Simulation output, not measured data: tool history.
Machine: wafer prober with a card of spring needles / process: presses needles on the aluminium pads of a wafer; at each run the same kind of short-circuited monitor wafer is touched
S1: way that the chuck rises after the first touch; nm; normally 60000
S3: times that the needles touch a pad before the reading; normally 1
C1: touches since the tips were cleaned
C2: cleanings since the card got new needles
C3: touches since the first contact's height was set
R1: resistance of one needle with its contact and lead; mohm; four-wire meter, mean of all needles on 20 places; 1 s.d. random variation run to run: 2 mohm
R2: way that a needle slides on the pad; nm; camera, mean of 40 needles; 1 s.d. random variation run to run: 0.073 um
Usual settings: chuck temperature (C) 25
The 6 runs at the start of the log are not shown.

{"hour": 127.2, "done": "tips cleaned on abrasive film"}
{"hour": 145.7, "done": "tips cleaned on abrasive film"}
{"run": 7, "hour": 146.1, "S1": 60000, "chuck temperature (C)": 49, "S3": 1, "C1": 151, "C2": 65, "C3": 45719, "R1": 217, "R2": 14890}
{"hour": 163.7, "done": "tips cleaned on abrasive film"}
{"run": 8, "hour": 164.7, "S1": 60000, "chuck temperature (C)": 94, "S3": 1, "C1": 345, "C2": 66, "C3": 52279, "R1": 224, "R2": 14840}
{"hour": 181.6, "done": "tips cleaned on abrasive film"}
{"run": 9, "hour": 189.9, "S1": 60000, "chuck temperature (C)": 25, "S3": 2, "C1": 2955, "C2": 67, "C3": 61211, "R1": 212, "R2": 14820}
{"hour": 199.4, "done": "tips cleaned on abrasive film"}
{"run": 10, "hour": 209.4, "S1": 60000, "chuck temperature (C)": 25, "S3": 2, "C1": 3572, "C2": 68, "C3": 68135, "R1": 209, "R2": 15070}
{"hour": 216.7, "done": "tips cleaned on abrasive film"}
{"hour": 235.8, "done": "tips cleaned on abrasive film"}
{"run": 11, "hour": 242.7, "S1": 60000, "chuck temperature (C)": 25, "S3": 2, "C1": 2452, "C2": 70, "C3": 79887, "R1": 211, "R2": 14910}
{"hour": 253.4, "done": "tips cleaned on abrasive film"}
{"hour": 271.0, "done": "tips cleaned on abrasive film"}
{"run": 12, "hour": 274.6, "S1": 60000, "chuck temperature (C)": 25, "S3": 2, "C1": 1270, "C2": 72, "C3": 91170, "R1": 208, "R2": 15130}
{"hour": 289.7, "done": "tips cleaned on abrasive film"}
{"run": 13, "hour": 302.2, "S1": 60000, "chuck temperature (C)": 25, "S3": 2, "C1": 4433, "C2": 73, "C3": 100933, "R1": 210, "R2": 15000}
{"hour": 307.1, "done": "tips cleaned on abrasive film"}
{"hour": 324.6, "done": "tips cleaned on abrasive film"}
{"run": 14, "hour": 331.3, "S1": 42000, "chuck temperature (C)": 25, "S3": 1, "C1": 2375, "C2": 75, "C3": 111220, "R1": 215, "R2": 10490}
{"hour": 342.3, "done": "tips cleaned on abrasive film"}
{"run": 15, "hour": 350.0, "S1": 60000, "chuck temperature (C)": 25, "S3": 1, "C1": 2727, "C2": 76, "C3": 117830, "R1": 212, "R2": 15190}
{"hour": 362.4, "done": "tips cleaned on abrasive film"}
{"run": 16, "hour": 368.9, "S1": 60000, "chuck temperature (C)": 76, "S3": 1, "C1": 2321, "C2": 77, "C3": 124520, "R1": 222, "R2": 15160}
{"hour": 382.9, "done": "tips cleaned on abrasive film"}
{"hour": 400.9, "done": "tips cleaned on abrasive film"}
{"run": 17, "hour": 405.3, "S1": 74000, "chuck temperature (C)": 57, "S3": 3, "C1": 1561, "C2": 79, "C3": 137398, "R1": 218, "R2": 18720}
{"hour": 420.6, "done": "tips cleaned on abrasive film"}
{"run": 18, "hour": 427.5, "S1": 49000, "chuck temperature (C)": 55, "S3": 2, "C1": 2469, "C2": 80, "C3": 145256, "R1": 218, "R2": 12200}
{"hour": 438.3, "done": "tips cleaned on abrasive film"}
{"run": 19, "hour": 454.5, "S1": 49000, "chuck temperature (C)": 55, "S3": 2, "C1": 5778, "C2": 81, "C3": 154824, "R1": 217, "R2": 12330}
{"hour": 456.9, "done": "tips cleaned on abrasive film"}
{"hour": 474.8, "done": "tips cleaned on abrasive film"}
{"run": 20, "hour": 478.7, "S1": 44000, "chuck temperature (C)": 57, "S3": 1, "C1": 1406, "C2": 83, "C3": 163369, "R1": 221, "R2": 11150}
{"hour": 493.0, "done": "tips cleaned on abrasive film"}
{"run": 21, "hour": 500.4, "S1": 44000, "chuck temperature (C)": 54, "S3": 2, "C1": 2627, "C2": 84, "C3": 171036, "R1": 220, "R2": 11080}
{"hour": 511.1, "done": "tips cleaned on abrasive film"}
{"run": 22, "hour": 520.4, "S1": 44000, "chuck temperature (C)": 54, "S3": 3, "C1": 3327, "C2": 85, "C3": 178127, "R1": 222, "R2": 11210}
{"hour": 528.9, "done": "tips cleaned on abrasive film"}
{"hour": 530.9, "done": "gauge calibrated"}
{"run": 23, "hour": 544.9, "S1": 44000, "chuck temperature (C)": 54, "S3": 3, "C1": 5701, "C2": 86, "C3": 186792, "R1": 219, "R2": 10770}
{"hour": 548.5, "done": "tips cleaned on abrasive film"}
{"hour": 566.8, "done": "tips cleaned on abrasive film"}
{"run": 24, "hour": 576.0, "S1": 41000, "chuck temperature (C)": 109, "S3": 2, "C1": 3271, "C2": 88, "C3": 197777, "R1": 234, "R2": 10120}
{"hour": 584.2, "done": "tips cleaned on abrasive film"}
{"run": 25, "hour": 593.2, "S1": 41000, "chuck temperature (C)": 109, "S3": 2, "C1": 3213, "C2": 89, "C3": 203875, "R1": 233, "R2": 10090}
{"hour": 602.2, "done": "tips cleaned on abrasive film"}
{"hour": 620.8, "done": "tips cleaned on abrasive film"}
{"hour": 621.1, "done": "height of the first contact set anew"}
{"run": 26, "hour": 622.4, "S1": 74000, "chuck temperature (C)": 109, "S3": 1, "C1": 432, "C2": 91, "C3": 432, "R1": 226, "R2": 18330}
{"hour": 639.3, "done": "tips cleaned on abrasive film"}
{"run": 27, "hour": 654.7, "S1": 74000, "chuck temperature (C)": 109, "S3": 1, "C1": 5464, "C2": 92, "C3": 11890, "R1": 227, "R2": 18440}
{"hour": 658.3, "done": "tips cleaned on abrasive film"}
{"hour": 677.7, "done": "tips cleaned on abrasive film"}
{"run": 28, "hour": 689.9, "S1": 74000, "chuck temperature (C)": 109, "S3": 1, "C1": 4342, "C2": 94, "C3": 24355, "R1": 230, "R2": 18410}
{"hour": 697.2, "done": "tips cleaned on abrasive film"}
{"hour": 714.8, "done": "tips cleaned on abrasive film"}
{"run": 29, "hour": 714.8, "S1": 74000, "chuck temperature (C)": 109, "S3": 1, "C1": 0, "C2": 96, "C3": 33137, "R1": 226, "R2": 18470}
{"hour": 732.1, "done": "tips cleaned on abrasive film"}
{"run": 30, "hour": 749.1, "S1": 79000, "chuck temperature (C)": 27, "S3": 2, "C1": 6032, "C2": 97, "C3": 45291, "R1": 210, "R2": 19740}
{"hour": 751.1, "done": "tips cleaned on abrasive film"}
{"hour": 770.1, "done": "tips cleaned on abrasive film"}
{"run": 31, "hour": 773.0, "S1": 60000, "chuck temperature (C)": 123, "S3": 1, "C1": 1021, "C2": 99, "C3": 53716, "R1": 235, "R2": 14960}

5 options for the next run, each taken on its own from the tool as it stands now. Forecast them:
{"hour": 790.2, "done": "tips cleaned on abrasive film"}
{"run": "A", "hour": 794.0, "S1": 69000, "chuck temperature (C)": 69, "S3": 1, "C1": 1344, "C2": 100, "C3": 61157, "R1": "?", "R2": "?"}
{"hour": 790.2, "done": "tips cleaned on abrasive film"}
{"run": "B", "hour": 794.0, "S1": 75000, "chuck temperature (C)": 61, "S3": 2, "C1": 1344, "C2": 100, "C3": 61157, "R1": "?", "R2": "?"}
{"hour": 790.2, "done": "tips cleaned on abrasive film"}
{"run": "C", "hour": 794.0, "S1": 69000, "chuck temperature (C)": 28, "S3": 2, "C1": 1344, "C2": 100, "C3": 61157, "R1": "?", "R2": "?"}
{"hour": 790.2, "done": "tips cleaned on abrasive film"}
{"run": "D", "hour": 794.0, "S1": 60000, "chuck temperature (C)": 70, "S3": 1, "C1": 1344, "C2": 100, "C3": 61157, "R1": "?", "R2": "?"}
{"hour": 790.2, "done": "tips cleaned on abrasive film"}
{"run": "E", "hour": 794.0, "S1": 68000, "chuck temperature (C)": 29, "S3": 1, "C1": 1344, "C2": 100, "C3": 61157, "R1": "?", "R2": "?"}

run=A R1=220 R2=17280
run=B R1=217 R2=18800
run=C R1=206 R2=17200
run=D R1=224 R2=15050
run=E R1=210 R2=17070
What these runs would have given with no unlogged condition in the tool:
run=A R1=220 R2=17060
run=B R1=217 R2=18570
run=C R1=206 R2=16990
run=D R1=224 R2=14860
run=E R1=210 R2=16850
